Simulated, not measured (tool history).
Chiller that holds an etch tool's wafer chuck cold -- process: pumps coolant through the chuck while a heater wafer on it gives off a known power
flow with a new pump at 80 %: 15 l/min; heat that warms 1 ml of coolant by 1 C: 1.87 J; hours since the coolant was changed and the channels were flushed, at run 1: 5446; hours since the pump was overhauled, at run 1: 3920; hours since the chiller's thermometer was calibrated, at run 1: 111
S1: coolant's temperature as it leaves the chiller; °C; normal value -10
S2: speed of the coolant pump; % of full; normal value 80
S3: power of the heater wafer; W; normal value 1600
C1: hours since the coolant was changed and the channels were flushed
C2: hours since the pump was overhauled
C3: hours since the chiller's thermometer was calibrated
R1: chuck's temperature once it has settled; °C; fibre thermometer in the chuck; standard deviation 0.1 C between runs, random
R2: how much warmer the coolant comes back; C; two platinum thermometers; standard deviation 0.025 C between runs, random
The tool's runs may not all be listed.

run 1 hour=0 | S1=-10 S2=80 S3=1600 | C1=5446 C2=3920 C3=111 | R1=4.6 R2=3.59
run 2 hour=214.5 | S1=-10 S2=80 S3=1600 | C1=5660 C2=4134 C3=326 | R1=4.6 R2=3.59
run 3 hour=365.3 | S1=-10 S2=80 S3=1600 | C1=5811 C2=4285 C3=477 | R1=4.6 R2=3.61
run 4 hour=488.5 | S1=-10 S2=80 S3=1600 | C1=5934 C2=4408 C3=600 | R1=4.7 R2=3.63
run 5 hour=657.1 | S1=-10 S2=80 S3=1584 | C1=6103 C2=4577 C3=769 | R1=4.6 R2=3.62
run 6 hour=871.3 | S1=-10 S2=80 S3=1584 | C1=6317 C2=4791 C3=983 | R1=4.8 R2=3.59
-- hour=1069.7 coolant changed, channels flushed
run 7 hour=1099 | S1=-7 S2=75 S3=1600 | C1=29 C2=5013 C3=1204 | R1=5.6 R2=3.92
run 8 hour=1269.4 | S1=-6 S2=86 S3=882 | C1=200 C2=5183 C3=1375 | R1=0.1 R2=1.88
run 9 hour=1495.1 | S1=-7 S2=62 S3=1817 | C1=425 C2=5409 C3=1601 | R1=10 R2=5.56
-- hour=1506.3 chiller's thermometer calibrated
run 10 hour=1652.4 | S1=-7 S2=62 S3=1817 | C1=582 C2=5565 C3=146 | R1=9.8 R2=5.53

Expected results for the next run?
run 11 hour=1847.5 | S1=-8 S2=84 S3=1600 | C1=777 C2=5760 C3=341 | R1=? R2=?

Run 11 yielded R1 3.4 °C, R2 3.47 C.
Had the tool carried no hidden state, the very same run would have given R1 2.7 °C, R2 3.23 C.
